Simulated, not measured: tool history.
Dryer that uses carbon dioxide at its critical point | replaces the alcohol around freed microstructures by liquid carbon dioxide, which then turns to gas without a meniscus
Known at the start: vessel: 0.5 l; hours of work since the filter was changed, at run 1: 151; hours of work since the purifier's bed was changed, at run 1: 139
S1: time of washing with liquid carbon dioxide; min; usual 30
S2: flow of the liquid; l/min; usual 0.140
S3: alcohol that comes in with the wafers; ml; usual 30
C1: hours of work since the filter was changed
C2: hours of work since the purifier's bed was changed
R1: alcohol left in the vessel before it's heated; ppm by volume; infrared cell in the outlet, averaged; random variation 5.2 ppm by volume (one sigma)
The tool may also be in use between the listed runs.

run	day	S1	S2	S3	C1	C2	R1
1	0.000	30	0.140	30	151	139	165
2	0.254	30	0.140	30	154	142	177
3	0.546	37	0.140	30	158	146	70
4	0.712	30	0.140	60	160	148	291
5	0.967	30	0.140	30	163	151	164
6	1.271	30	0.140	25	166	154	150
7	1.600	30	0.140	25	170	158	149
8	1.988	30	0.140	25	174	163	154
9	2.175	30	0.137	30	177	165	192
10	2.367	30	0.140	30	179	167	181
11	2.529	30	0.140	30	181	169	173
12	2.871	30	0.140	30	185	173	175
13	3.071	30	0.140	30	187	175	184
14	3.288	30	0.140	30	190	178	188
15	3.479	28	0.140	30	192	180	246
16	3.708	28	0.104	30	195	183	988
17	3.875	30	0.086	30	197	185	1618
18	4.212	30	0.086	30	201	189	1603
19	4.533	27	0.140	30	204	192	297
20	4.762	27	0.140	30	207	195	291
21	5.008	27	0.140	30	210	198	301
22	5.383	30	0.084	80	214	202	4616
23	5.662	30	0.172	22	217	206	71
24	5.871	35	0.210	41	220	208	47
25	6.221	35	0.151	23	224	212	81
26	6.508	27	0.140	83	227	215	763
27	6.700	25	0.094	90	230	218	6550
28	6.967	25	0.094	90	233	221	6558
29	7.312	46	0.140	42	237	225	58
30	7.588	46	0.140	42	240	228	55

Run 31 comes next. What will it give?
31	7.758	46	0.140	42	242	230	?

R1: 68 ppm by volume
Without the tool's hidden state the same run would have given R1 13 ppm by volume.
